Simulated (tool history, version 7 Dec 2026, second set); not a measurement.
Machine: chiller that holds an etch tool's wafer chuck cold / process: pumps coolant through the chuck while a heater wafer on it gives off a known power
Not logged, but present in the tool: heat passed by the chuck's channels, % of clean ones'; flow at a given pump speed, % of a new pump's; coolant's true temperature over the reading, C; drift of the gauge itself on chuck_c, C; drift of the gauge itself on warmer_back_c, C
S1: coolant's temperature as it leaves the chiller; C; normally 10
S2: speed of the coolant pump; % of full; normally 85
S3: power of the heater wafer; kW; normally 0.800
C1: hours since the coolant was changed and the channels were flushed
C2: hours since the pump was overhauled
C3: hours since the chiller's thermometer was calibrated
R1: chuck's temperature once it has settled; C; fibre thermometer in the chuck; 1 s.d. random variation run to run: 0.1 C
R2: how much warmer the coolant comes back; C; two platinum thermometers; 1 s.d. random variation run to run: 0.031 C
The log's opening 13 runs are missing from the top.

run    hour  S1  S2     S3    C1    C2    C3    R1    R2
 14  1610.9  10  85  0.800  7102  7920  2029  16.4  3.20
 15  1677.3  10  85  0.800  7168  7986  2096  16.5  3.19
 16  1831.5  10  85  0.800  7322  8140  2250  16.3  3.21
     1932.1  -- chiller's thermometer calibrated
 17  1932.1  17  85  0.412  7422  8240     0  20.5  1.61
 18  2053.2  15  85  0.659  7543  8361   121  20.4  2.58
 19  2166.5  15  85  0.659  7656  8474   234  20.2  2.65
 20  2271.8   6  79  0.770  7762  8579   340  12.7  3.35
     2328.3  -- coolant pump overhauled
 21  2384.5  16  79  0.770  7869    56   447  22.5  3.29
 22  2514.5   2  81  0.800  7999   186   577   8.8  3.31
 23  2655.4   2  64  0.800  8140   327   718   9.8  4.16
 24  2751.4   2  64  0.800  8236   423   814   9.8  4.18
 25  2899.0  16  69  0.631  8384   571   962  22.0  3.03
 26  3026.8  16  69  0.753  8512   698  1090  23.1  3.72
 27  3123.4  19  78  0.800  8608   795  1186  25.7  3.49
 28  3234.1   3  94  0.800  8719   906  1297   9.0  2.90
 29  3312.7   3  69  0.657  8798   984  1376   9.1  3.20
 30  3405.6  18  99  0.800  8890  1077  1469  23.9  2.81
 31  3515.4  18  99  0.800  9000  1187  1578  23.9  2.72
 32  3599.4   6  76  0.800  9084  1271  1662  12.8  3.59

Consider 4 possible next runs. They are alternatives, not a sequence: every one starts from the tool as it was left by run 32. What does each give?
  A  3676.5  16  96  0.411  9161  1348  1739   ?   ?
  B  3676.5   3  85  0.800  9161  1348  1739   ?   ?
  C  3676.5  19  61  0.492  9161  1348  1739   ?   ?
  D  3676.5  20  98  0.471  9161  1348  1739   ?   ?

run    R1    R2
  A  19.2  1.43
  B   9.5  3.23
  C  23.9  2.74
  D  23.4  1.65
Without the tool's hidden state the same runs would have given:
run    R1    R2
  A  19.2  1.43
  B   9.4  3.23
  C  23.9  2.74
  D  23.4  1.65

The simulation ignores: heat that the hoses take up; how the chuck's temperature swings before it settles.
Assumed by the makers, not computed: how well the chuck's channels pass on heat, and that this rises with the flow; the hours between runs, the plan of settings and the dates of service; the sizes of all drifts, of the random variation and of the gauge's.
